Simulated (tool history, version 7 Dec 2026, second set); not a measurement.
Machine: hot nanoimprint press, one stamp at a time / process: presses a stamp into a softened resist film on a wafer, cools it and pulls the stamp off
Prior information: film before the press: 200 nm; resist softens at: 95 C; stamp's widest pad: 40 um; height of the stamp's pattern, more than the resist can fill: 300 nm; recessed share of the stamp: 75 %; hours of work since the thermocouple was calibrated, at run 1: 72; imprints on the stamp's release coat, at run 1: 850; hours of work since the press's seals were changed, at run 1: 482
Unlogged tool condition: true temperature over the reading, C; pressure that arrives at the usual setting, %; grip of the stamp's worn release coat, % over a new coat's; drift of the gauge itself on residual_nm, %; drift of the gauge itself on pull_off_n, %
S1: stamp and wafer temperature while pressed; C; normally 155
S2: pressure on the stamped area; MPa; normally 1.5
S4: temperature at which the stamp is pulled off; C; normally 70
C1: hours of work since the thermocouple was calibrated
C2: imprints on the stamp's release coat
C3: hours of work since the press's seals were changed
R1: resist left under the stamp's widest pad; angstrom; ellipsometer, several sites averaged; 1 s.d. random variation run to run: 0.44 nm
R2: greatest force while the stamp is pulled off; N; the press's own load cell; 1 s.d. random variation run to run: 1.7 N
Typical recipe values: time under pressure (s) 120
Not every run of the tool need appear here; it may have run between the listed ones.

{"run": 1, "hour": 0.0, "S1": 155, "S2": 1.5, "time under pressure (s)": 120, "S4": 70, "C1": 72, "C2": 850, "C3": 482, "R1": 949, "R2": 146}
{"run": 2, "hour": 18.0, "S1": 155, "S2": 1.65, "time under pressure (s)": 120, "S4": 70, "C1": 85, "C2": 908, "C3": 495, "R1": 904, "R2": 145}
{"run": 3, "hour": 34.6, "S1": 164, "S2": 1.5, "time under pressure (s)": 120, "S4": 70, "C1": 97, "C2": 962, "C3": 506, "R1": 557, "R2": 150}
{"hour": 60.0, "done": "stamp cleaned and given a new release coat"}
{"run": 4, "hour": 64.8, "S1": 164, "S2": 1.5, "time under pressure (s)": 120, "S4": 70, "C1": 114, "C2": 15, "C3": 523, "R1": 565, "R2": 146}
{"run": 5, "hour": 77.4, "S1": 164, "S2": 1.5, "time under pressure (s)": 120, "S4": 70, "C1": 123, "C2": 56, "C3": 532, "R1": 563, "R2": 147}
{"run": 6, "hour": 97.5, "S1": 164, "S2": 1.5, "time under pressure (s)": 120, "S4": 70, "C1": 137, "C2": 122, "C3": 547, "R1": 556, "R2": 145}
{"run": 7, "hour": 115.2, "S1": 164, "S2": 1.5, "time under pressure (s)": 178, "S4": 70, "C1": 150, "C2": 179, "C3": 559, "R1": 481, "R2": 146}
{"run": 8, "hour": 139.3, "S1": 155, "S2": 1.5, "time under pressure (s)": 149, "S4": 70, "C1": 167, "C2": 258, "C3": 576, "R1": 887, "R2": 146}
{"run": 9, "hour": 156.7, "S1": 155, "S2": 1.5, "time under pressure (s)": 149, "S4": 70, "C1": 179, "C2": 315, "C3": 589, "R1": 880, "R2": 144}
{"run": 10, "hour": 181.9, "S1": 155, "S2": 1.47, "time under pressure (s)": 77, "S4": 70, "C1": 197, "C2": 397, "C3": 607, "R1": 1120, "R2": 148}
{"run": 11, "hour": 197.3, "S1": 155, "S2": 1.47, "time under pressure (s)": 77, "S4": 70, "C1": 208, "C2": 447, "C3": 617, "R1": 1110, "R2": 146}
{"run": 12, "hour": 211.9, "S1": 164, "S2": 1.64, "time under pressure (s)": 120, "S4": 62, "C1": 218, "C2": 494, "C3": 628, "R1": 532, "R2": 176}

Across each entry between runs, compare the hidden state at the last listed run before it with the hidden state at the first listed run after it:
In the gap between runs 3 and 4: stamp cleaned and given a new release coat (hour 60)
  grip of the stamp's worn release coat, % over a new coat's: 0.5 -> 0

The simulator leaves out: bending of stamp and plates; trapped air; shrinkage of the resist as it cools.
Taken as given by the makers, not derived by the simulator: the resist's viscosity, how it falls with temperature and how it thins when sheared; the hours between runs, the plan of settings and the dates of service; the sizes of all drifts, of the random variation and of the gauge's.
